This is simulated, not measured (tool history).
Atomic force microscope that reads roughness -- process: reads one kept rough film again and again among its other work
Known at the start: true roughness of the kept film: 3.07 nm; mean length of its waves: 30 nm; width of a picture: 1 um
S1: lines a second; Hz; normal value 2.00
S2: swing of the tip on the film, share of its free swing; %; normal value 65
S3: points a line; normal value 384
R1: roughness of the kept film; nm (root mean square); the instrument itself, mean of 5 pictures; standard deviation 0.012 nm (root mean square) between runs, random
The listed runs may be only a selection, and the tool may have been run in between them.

Run 1, hour 0.0: usual settings. Result: R1 2.443 nm (root mean square).
Run 2, hour 9.9: usual settings. Result: R1 2.415 nm (root mean square).
At hour 15.0: new tip fitted.
Run 3, hour 16.9: usual settings. Result: R1 2.691 nm (root mean square).
Run 4, hour 27.0: usual settings. Result: R1 2.681 nm (root mean square).
Run 5, hour 40.4: usual settings. Result: R1 2.660 nm (root mean square).
Run 6, hour 51.9: usual settings but S2 56 %. Result: R1 2.691 nm (root mean square).
Run 7, hour 59.8: usual settings but S3 777. Result: R1 2.660 nm (root mean square).
Run 8, hour 67.5: usual settings. Result: R1 2.624 nm (root mean square).
Run 9, hour 73.4: usual settings. Result: R1 2.621 nm (root mean square).
Run 10, hour 79.7: usual settings but S2 68 %. Result: R1 2.608 nm (root mean square).
Run 11, hour 91.7: usual settings but S2 68 %. Result: R1 2.570 nm (root mean square).
Run 12, hour 99.6: usual settings but S2 68 %. Result: R1 2.594 nm (root mean square).
Run 13, hour 108.1: usual settings but S2 68 %. Result: R1 2.572 nm (root mean square).
Run 14, hour 119.6: usual settings. Result: R1 2.559 nm (root mean square).
Run 15, hour 130.1: usual settings. Result: R1 2.534 nm (root mean square).
Run 16, hour 138.4: usual settings but S1 1.29 Hz, S2 62 %. Result: R1 2.563 nm (root mean square).
Run 17, hour 146.4: usual settings but S1 0.68 Hz, S2 78 %, S3 351. Result: R1 2.566 nm (root mean square).
Run 18, hour 159.9: usual settings but S1 0.68 Hz, S2 78 %, S3 351. Result: R1 2.528 nm (root mean square).
Run 19, hour 166.4: usual settings but S3 676. Result: R1 2.530 nm (root mean square).
Run 20, hour 179.9: usual settings but S1 0.99 Hz, S3 642. Result: R1 2.518 nm (root mean square).
Run 21, hour 188.9: usual settings but S1 2.63 Hz. Result: R1 2.465 nm (root mean square).
Run 22, hour 201.2: usual settings but S2 60 %, S3 261. Result: R1 2.462 nm (root mean square).
Run 23, hour 213.3: usual settings but S2 60 %, S3 261. Result: R1 2.449 nm (root mean square).
Run 24, hour 223.0: usual settings but S1 0.72 Hz, S2 60 %, S3 964. Result: R1 2.519 nm (root mean square).
Run 25, hour 235.4: usual settings but S1 2.33 Hz, S2 83 %, S3 768. Result: R1 2.297 nm (root mean square).
Run 26, hour 243.7: usual settings but S1 2.33 Hz, S2 83 %, S3 768. Result: R1 2.298 nm (root mean square).
At hour 252.5: new tip fitted.
Run 27, hour 258.7: usual settings but S1 2.33 Hz, S2 83 %, S3 768. Result: R1 2.558 nm (root mean square).
Run 28, hour 271.7: usual settings but S1 1.58 Hz, S2 59 %, S3 700. Result: R1 2.735 nm (root mean square).

What if the next run were any one of these 4? Each begins from the tool's condition after run 28:
Run A, hour 278.5: usual settings but S1 1.76 Hz, S2 89 %, S3 297. Result: R1 ?.
Run B, hour 278.5: usual settings but S1 1.58 Hz, S2 57 %, S3 532. Result: R1 ?.
Run C, hour 278.5: usual settings but S1 2.99 Hz, S2 56 %, S3 746. Result: R1 ?.
Run D, hour 278.5: usual settings but S1 0.81 Hz, S2 88 %, S3 411. Result: R1 ?.

run     R1
  A  2.515
  B  2.750
  C  2.699
  D  2.669
Without the tool's unlogged condition, the same runs would have read:
run     R1
  A  2.540
  B  2.776
  C  2.725
  D  2.695
